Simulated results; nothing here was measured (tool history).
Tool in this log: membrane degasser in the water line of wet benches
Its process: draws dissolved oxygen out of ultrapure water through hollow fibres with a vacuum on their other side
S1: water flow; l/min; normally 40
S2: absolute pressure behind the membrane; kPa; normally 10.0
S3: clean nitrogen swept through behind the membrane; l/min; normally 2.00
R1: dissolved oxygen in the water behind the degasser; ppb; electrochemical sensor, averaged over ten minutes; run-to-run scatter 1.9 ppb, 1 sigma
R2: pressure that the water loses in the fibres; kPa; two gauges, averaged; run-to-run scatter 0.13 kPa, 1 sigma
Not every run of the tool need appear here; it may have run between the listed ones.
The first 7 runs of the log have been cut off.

run,hour,S1,S2,S3,R1,R2
8,270.7,40,10.0,1.58,431.8,26.10
9,303.1,50,10.0,2.00,502.6,32.43
# hour 311.6: seals of the vacuum lines changed
10,346.3,50,10.0,2.00,502.0,32.59
11,376.8,40,10.0,5.70,182.6,26.01
12,429.7,40,10.0,5.70,181.1,25.91
13,455.9,40,10.0,5.70,179.9,25.93
14,486.2,40,10.0,5.70,180.5,26.07
15,527.1,56,10.0,2.00,598.2,36.43
16,582.1,56,10.0,2.00,598.6,36.26
17,615.6,62,12.5,2.00,842.2,40.48
18,666.6,62,12.5,2.00,831.6,40.37
19,706.6,62,7.4,5.51,395.7,40.49
20,749.4,40,16.1,0.91,1071.3,26.11
21,775.4,40,16.1,0.91,1070.0,26.08
# hour 780.4: vacuum gauge calibrated
22,802.5,54,19.3,1.81,1088.6,35.06
23,826.7,40,13.6,1.01,839.0,25.73
24,850.7,40,13.8,3.60,335.6,26.14
# hour 875.7: vacuum gauge calibrated, once more
25,900.8,39,13.8,0.83,931.7,25.46
26,947.5,55,6.3,2.79,333.8,35.92
27,973.6,55,6.3,2.79,331.7,35.92
28,1011.8,44,6.3,0.99,354.8,28.59
29,1040.0,29,12.1,1.44,395.5,18.84
30,1096.9,40,17.1,1.80,695.0,26.19
31,1154.2,40,10.0,1.52,434.5,26.09

4 ways to go on from here, each from the tool as it stands after run 31. What would each give?
A,1195.4,28,13.2,1.46,?,?
B,1195.4,40,10.7,1.52,?,?
C,1195.4,34,12.0,1.41,?,?
D,1195.4,30,6.9,1.52,?,?

run,R1,R2
A,424.0,18.25
B,464.3,26.13
C,468.7,22.21
D,178.6,19.60
Without the tool's hidden state the same runs would have given:
run,R1,R2
A,421.8,17.88
B,458.0,25.61
C,464.8,21.77
D,176.0,19.21

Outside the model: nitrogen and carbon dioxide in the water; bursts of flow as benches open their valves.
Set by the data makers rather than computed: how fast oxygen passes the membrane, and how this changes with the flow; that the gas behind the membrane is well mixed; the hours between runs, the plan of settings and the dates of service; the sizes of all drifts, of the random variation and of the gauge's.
